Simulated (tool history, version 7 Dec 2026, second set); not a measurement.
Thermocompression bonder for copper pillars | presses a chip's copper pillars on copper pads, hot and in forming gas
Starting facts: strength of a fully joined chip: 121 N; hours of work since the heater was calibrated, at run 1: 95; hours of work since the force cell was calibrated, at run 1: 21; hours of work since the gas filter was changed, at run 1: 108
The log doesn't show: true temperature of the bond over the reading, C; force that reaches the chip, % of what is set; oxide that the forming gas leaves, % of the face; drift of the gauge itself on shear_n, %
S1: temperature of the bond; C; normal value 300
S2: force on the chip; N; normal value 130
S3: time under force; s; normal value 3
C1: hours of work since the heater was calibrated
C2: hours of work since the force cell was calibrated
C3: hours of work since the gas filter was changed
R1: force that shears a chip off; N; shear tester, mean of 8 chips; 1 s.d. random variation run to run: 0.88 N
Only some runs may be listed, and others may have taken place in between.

{"run": 1, "day": 0.0, "S1": 300, "S2": 130, "S3": 3, "C1": 95, "C2": 21, "C3": 108, "R1": 69.4}
{"run": 2, "day": 0.304, "S1": 300, "S2": 130, "S3": 3, "C1": 98, "C2": 24, "C3": 111, "R1": 68.5}
{"run": 3, "day": 0.521, "S1": 300, "S2": 130, "S3": 3, "C1": 100, "C2": 26, "C3": 114, "R1": 68.1}
{"run": 4, "day": 0.921, "S1": 300, "S2": 130, "S3": 3, "C1": 104, "C2": 30, "C3": 118, "R1": 68.7}
{"run": 5, "day": 1.271, "S1": 300, "S2": 130, "S3": 4, "C1": 107, "C2": 34, "C3": 121, "R1": 75.8}
{"run": 6, "day": 1.762, "S1": 300, "S2": 130, "S3": 3, "C1": 113, "C2": 39, "C3": 126, "R1": 67.1}
{"run": 7, "day": 2.258, "S1": 300, "S2": 130, "S3": 3, "C1": 118, "C2": 44, "C3": 131, "R1": 68.3}
{"run": 8, "day": 2.638, "S1": 300, "S2": 130, "S3": 3, "C1": 121, "C2": 48, "C3": 135, "R1": 68.9}
{"run": 9, "day": 3.117, "S1": 300, "S2": 130, "S3": 3, "C1": 126, "C2": 53, "C3": 140, "R1": 68}
{"run": 10, "day": 3.412, "S1": 300, "S2": 130, "S3": 3, "C1": 129, "C2": 56, "C3": 143, "R1": 67.7}
{"run": 11, "day": 3.879, "S1": 300, "S2": 130, "S3": 3, "C1": 134, "C2": 60, "C3": 148, "R1": 67.6}
{"run": 12, "day": 4.233, "S1": 300, "S2": 147, "S3": 3, "C1": 138, "C2": 64, "C3": 152, "R1": 72.7}
{"run": 13, "day": 4.712, "S1": 300, "S2": 130, "S3": 3, "C1": 143, "C2": 69, "C3": 156, "R1": 66.7}
{"run": 14, "day": 5.196, "S1": 300, "S2": 130, "S3": 3, "C1": 147, "C2": 74, "C3": 161, "R1": 67.1}
{"run": 15, "day": 5.417, "S1": 300, "S2": 130, "S3": 3, "C1": 150, "C2": 76, "C3": 164, "R1": 68.7}
{"run": 16, "day": 5.7, "S1": 300, "S2": 130, "S3": 3, "C1": 153, "C2": 79, "C3": 166, "R1": 67.5}
{"run": 17, "day": 6.083, "S1": 293, "S2": 130, "S3": 3, "C1": 157, "C2": 83, "C3": 170, "R1": 62.7}
{"run": 18, "day": 6.433, "S1": 311, "S2": 117, "S3": 5, "C1": 160, "C2": 86, "C3": 174, "R1": 82.2}
{"run": 19, "day": 6.825, "S1": 311, "S2": 117, "S3": 5, "C1": 164, "C2": 90, "C3": 178, "R1": 79.9}
{"run": 20, "day": 7.042, "S1": 311, "S2": 117, "S3": 4, "C1": 166, "C2": 93, "C3": 180, "R1": 77.1}
{"run": 21, "day": 7.425, "S1": 311, "S2": 117, "S3": 8, "C1": 170, "C2": 97, "C3": 184, "R1": 90.2}
{"run": 22, "day": 7.85, "S1": 287, "S2": 130, "S3": 3, "C1": 174, "C2": 101, "C3": 188, "R1": 57.6}
{"run": 23, "day": 8.329, "S1": 287, "S2": 105, "S3": 3, "C1": 179, "C2": 106, "C3": 193, "R1": 51.1}
{"run": 24, "day": 8.738, "S1": 312, "S2": 130, "S3": 3, "C1": 184, "C2": 110, "C3": 197, "R1": 74.5}
{"run": 25, "day": 9.212, "S1": 300, "S2": 94, "S3": 3, "C1": 188, "C2": 115, "C3": 202, "R1": 55.1}
{"run": 26, "day": 9.508, "S1": 300, "S2": 94, "S3": 3, "C1": 191, "C2": 118, "C3": 205, "R1": 55.7}
{"run": 27, "day": 9.779, "S1": 297, "S2": 130, "S3": 2, "C1": 194, "C2": 121, "C3": 208, "R1": 54.9}
{"run": 28, "day": 10.062, "S1": 314, "S2": 130, "S3": 5, "C1": 197, "C2": 123, "C3": 211, "R1": 85.2}
{"run": 29, "day": 10.321, "S1": 314, "S2": 130, "S3": 5, "C1": 200, "C2": 126, "C3": 214, "R1": 85.5}
{"run": 30, "day": 10.633, "S1": 291, "S2": 130, "S3": 3, "C1": 203, "C2": 129, "C3": 217, "R1": 60}
{"run": 31, "day": 11.096, "S1": 271, "S2": 130, "S3": 2, "C1": 208, "C2": 134, "C3": 221, "R1": 40.3}
{"run": 32, "day": 11.417, "S1": 271, "S2": 92, "S3": 2, "C1": 211, "C2": 137, "C3": 225, "R1": 31.5}
{"run": 33, "day": 11.892, "S1": 299, "S2": 193, "S3": 2, "C1": 216, "C2": 142, "C3": 230, "R1": 72.5}
{"run": 34, "day": 12.125, "S1": 271, "S2": 139, "S3": 2, "C1": 218, "C2": 144, "C3": 232, "R1": 42.2}

Results for each run, recomputed without the tool's hidden state and with each run's random variation untouched:
run=1 R1=72.5
run=2 R1=71.6
run=3 R1=71.2
run=4 R1=72
run=5 R1=79.5
run=6 R1=70.7
run=7 R1=71.9
run=8 R1=72.7
run=9 R1=71.9
run=10 R1=71.8
run=11 R1=71.7
run=12 R1=77.2
run=13 R1=71.2
run=14 R1=71.7
run=15 R1=73.4
run=16 R1=72.3
run=17 R1=67.3
run=18 R1=88.1
run=19 R1=85.9
run=20 R1=82.9
run=21 R1=96.8
run=22 R1=62.4
run=23 R1=55.6
run=24 R1=80.7
run=25 R1=60.2
run=26 R1=60.8
run=27 R1=60.1
run=28 R1=92.6
run=29 R1=93
run=30 R1=65.9
run=31 R1=44.5
run=32 R1=34.9
run=33 R1=79.7
run=34 R1=46.9

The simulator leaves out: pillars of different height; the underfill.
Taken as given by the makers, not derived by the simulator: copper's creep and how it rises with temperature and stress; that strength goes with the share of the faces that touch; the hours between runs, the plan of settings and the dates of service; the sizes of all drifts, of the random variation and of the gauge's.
